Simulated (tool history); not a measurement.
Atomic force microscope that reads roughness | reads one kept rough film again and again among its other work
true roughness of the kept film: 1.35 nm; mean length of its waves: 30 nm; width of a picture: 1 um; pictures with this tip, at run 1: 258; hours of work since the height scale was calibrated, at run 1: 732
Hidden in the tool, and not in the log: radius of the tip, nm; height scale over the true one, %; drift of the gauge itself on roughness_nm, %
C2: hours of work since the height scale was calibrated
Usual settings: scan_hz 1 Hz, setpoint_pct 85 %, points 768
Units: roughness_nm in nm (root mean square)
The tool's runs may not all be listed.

Run 1, hour 0: usual settings; pictures with this tip 258; C2 732. Result: roughness_nm 1.074 nm (root mean square).
At hour 36.4: new tip fitted.
Run 2, hour 37.8: usual settings; pictures with this tip 3; C2 758. Result: roughness_nm 1.146 nm (root mean square).
Run 3, hour 96.3: usual settings; pictures with this tip 113; C2 800. Result: roughness_nm 1.093 nm (root mean square).
Run 4, hour 134.6: usual settings; pictures with this tip 185; C2 827. Result: roughness_nm 1.081 nm (root mean square).
At hour 208.1: new tip fitted.
Run 5, hour 208.1: usual settings; pictures with this tip 0; C2 879. Result: roughness_nm 1.145 nm (root mean square).
Run 6, hour 249.1: usual settings; pictures with this tip 78; C2 908. Result: roughness_nm 1.124 nm (root mean square).
Run 7, hour 326.4: usual settings but points 324; pictures with this tip 224; C2 963. Result: roughness_nm 1.064 nm (root mean square).
At hour 381.7: new tip fitted.
Run 8, hour 408.2: usual settings but points 631; pictures with this tip 50; C2 1021. Result: roughness_nm 1.139 nm (root mean square).
Run 9, hour 486.1: usual settings but scan_hz 3.31 Hz, points 631; pictures with this tip 198; C2 1076. Result: roughness_nm 0.885 nm (root mean square).
At hour 555: new tip fitted.
Run 10, hour 555: usual settings; pictures with this tip 0; C2 1125. Result: roughness_nm 1.155 nm (root mean square).
Run 11, hour 621.2: usual settings but scan_hz 1.56 Hz, setpoint_pct 56 %, points 848; pictures with this tip 125; C2 1172. Result: roughness_nm 1.183 nm (root mean square).
Run 12, hour 698.8: usual settings but scan_hz 1.56 Hz, setpoint_pct 56 %, points 848; pictures with this tip 272; C2 1227. Result: roughness_nm 1.133 nm (root mean square).
At hour 731.1: new tip fitted.
Run 13, hour 736.1: usual settings but scan_hz 1.88 Hz, setpoint_pct 63 %, points 619; pictures with this tip 9; C2 1253. Result: roughness_nm 1.212 nm (root mean square).
Run 14, hour 795.6: usual settings but scan_hz 2.73 Hz, setpoint_pct 81 %, points 579; pictures with this tip 122; C2 1296. Result: roughness_nm 0.982 nm (root mean square).
Run 15, hour 845.7: usual settings but scan_hz 1.29 Hz, points 751; pictures with this tip 216; C2 1331. Result: roughness_nm 1.037 nm (root mean square).
Run 16, hour 884.2: usual settings but scan_hz 1.82 Hz, setpoint_pct 58 %, points 809; pictures with this tip 289; C2 1359. Result: roughness_nm 1.106 nm (root mean square).
At hour 902.1: new tip fitted.
Run 17, hour 967.8: usual settings but scan_hz 1.82 Hz, setpoint_pct 74 %, points 809; pictures with this tip 124; C2 1418. Result: roughness_nm 1.097 nm (root mean square).
Run 18, hour 1019.1: usual settings but scan_hz 3.88 Hz, setpoint_pct 66 %, points 647; pictures with this tip 221; C2 1454. Result: roughness_nm 1.025 nm (root mean square).
Run 19, hour 1060.2: usual settings but scan_hz 3.88 Hz, setpoint_pct 66 %, points 647; pictures with this tip 298; C2 1484. Result: roughness_nm 1.008 nm (root mean square).

The next listed run, before its measurement:
At hour 1078.1: new tip fitted.
Run 20, hour 1100.7: usual settings but scan_hz 3.21 Hz, setpoint_pct 64 %, points 435; pictures with this tip 43; C2 1512. Result: roughness_nm ?.

Run 20 gave roughness_nm 1.133 nm (root mean square).
Without the tool's hidden state the same run would have given roughness_nm 1.137 nm (root mean square).
